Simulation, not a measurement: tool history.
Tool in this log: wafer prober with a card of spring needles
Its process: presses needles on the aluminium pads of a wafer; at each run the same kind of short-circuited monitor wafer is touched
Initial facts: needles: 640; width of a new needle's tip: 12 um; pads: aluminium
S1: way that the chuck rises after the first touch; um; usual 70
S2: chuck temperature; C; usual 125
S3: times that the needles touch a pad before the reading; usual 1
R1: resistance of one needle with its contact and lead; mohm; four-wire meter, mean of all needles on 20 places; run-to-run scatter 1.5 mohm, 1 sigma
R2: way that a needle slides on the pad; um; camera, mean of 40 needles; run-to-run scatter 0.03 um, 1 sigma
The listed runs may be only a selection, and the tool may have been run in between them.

Run 1, hour 0: usual settings. Result: R1 160 mohm, R2 12.11 um.
Run 2, hour 7.4: usual settings. Result: R1 165 mohm, R2 12.14 um.
At hour 8.3: tips cleaned on abrasive film.
Run 3, hour 15: usual settings. Result: R1 160 mohm, R2 12.04 um.
Run 4, hour 23.3: usual settings. Result: R1 166 mohm, R2 12.05 um.
At hour 26.4: tips cleaned on abrasive film.
Run 5, hour 28: usual settings. Result: R1 146 mohm, R2 12.05 um.
Run 6, hour 35.6: usual settings. Result: R1 166 mohm, R2 12 um.
Run 7, hour 39.6: usual settings but S2 28 C. Result: R1 157 mohm, R2 12.06 um.
At hour 44.4: tips cleaned on abrasive film.
Run 8, hour 45.3: usual settings but S2 28 C. Result: R1 127 mohm, R2 12.05 um.
Run 9, hour 53: usual settings but S3 2. Result: R1 151 mohm, R2 12.03 um.
Run 10, hour 60.1: usual settings but S3 2. Result: R1 156 mohm, R2 12.05 um.
At hour 63.2: tips cleaned on abrasive film.
Run 11, hour 64.7: usual settings but S3 2. Result: R1 136 mohm, R2 12.01 um.
Run 12, hour 73.7: usual settings. Result: R1 161 mohm, R2 11.99 um.
At hour 81.4: tips cleaned on abrasive film.
Run 13, hour 83: usual settings but S3 3. Result: R1 135 mohm, R2 11.92 um.
Run 14, hour 87.3: usual settings. Result: R1 156 mohm, R2 12.02 um.
Run 15, hour 93.6: usual settings but S1 74 um, S2 59 C. Result: R1 156 mohm, R2 12.69 um.
Run 16, hour 97.6: usual settings but S1 56 um, S2 84 C, S3 2. Result: R1 166 mohm, R2 9.56 um.
At hour 99.5: tips cleaned on abrasive film.
Run 17, hour 106.8: usual settings but S2 71 C. Result: R1 155 mohm, R2 11.96 um.
Run 18, hour 114.8: usual settings but S2 91 C. Result: R1 168 mohm, R2 11.99 um.
At hour 118: tips cleaned on abrasive film.
Run 19, hour 122.2: usual settings but S2 91 C. Result: R1 150 mohm, R2 11.92 um.
Run 20, hour 129.3: usual settings but S1 78 um, S2 115 C. Result: R1 158 mohm, R2 13.35 um.
At hour 136: tips cleaned on abrasive film.
Run 21, hour 137.6: usual settings but S1 78 um, S2 98 C, S3 2. Result: R1 135 mohm, R2 13.3 um.
Run 22, hour 143.1: usual settings but S1 78 um, S2 41 C, S3 2. Result: R1 135 mohm, R2 13.33 um.
Run 23, hour 152: usual settings but S1 78 um, S2 41 C, S3 2. Result: R1 141 mohm, R2 13.31 um.
At hour 154.8: tips cleaned on abrasive film.
Run 24, hour 156.6: usual settings but S1 78 um, S2 41 C, S3 2. Result: R1 129 mohm, R2 13.28 um.
Run 25, hour 162.2: usual settings but S1 90 um, S3 2. Result: R1 142 mohm, R2 15.4 um.
Run 26, hour 171.3: usual settings but S1 90 um, S2 48 C. Result: R1 147 mohm, R2 15.37 um.
At hour 173.2: tips cleaned on abrasive film.
Run 27, hour 179.7: usual settings but S1 52 um, S2 46 C. Result: R1 174 mohm, R2 8.76 um.
Run 28, hour 185: usual settings but S1 52 um, S2 46 C. Result: R1 188 mohm, R2 8.82 um.

Below are 3 alternative next runs, each starting from the tool's condition after run 28. Predict each:
Run A, hour 190.9: usual settings but S1 56 um, S2 46 C, S3 2. Result: R1 ?, R2 ?.
Run B, hour 190.9: usual settings but S1 81 um, S2 29 C. Result: R1 ?, R2 ?.
Run C, hour 190.9: usual settings but S2 31 C. Result: R1 ?, R2 ?.

run   R1     R2
  A  163   9.42
  B  153  13.79
  C  164  11.91
Stripped of hidden state, with their random variation kept, the same runs would have yielded:
run   R1     R2
  A  125   9.62
  B  117     14
  C  119  12.12
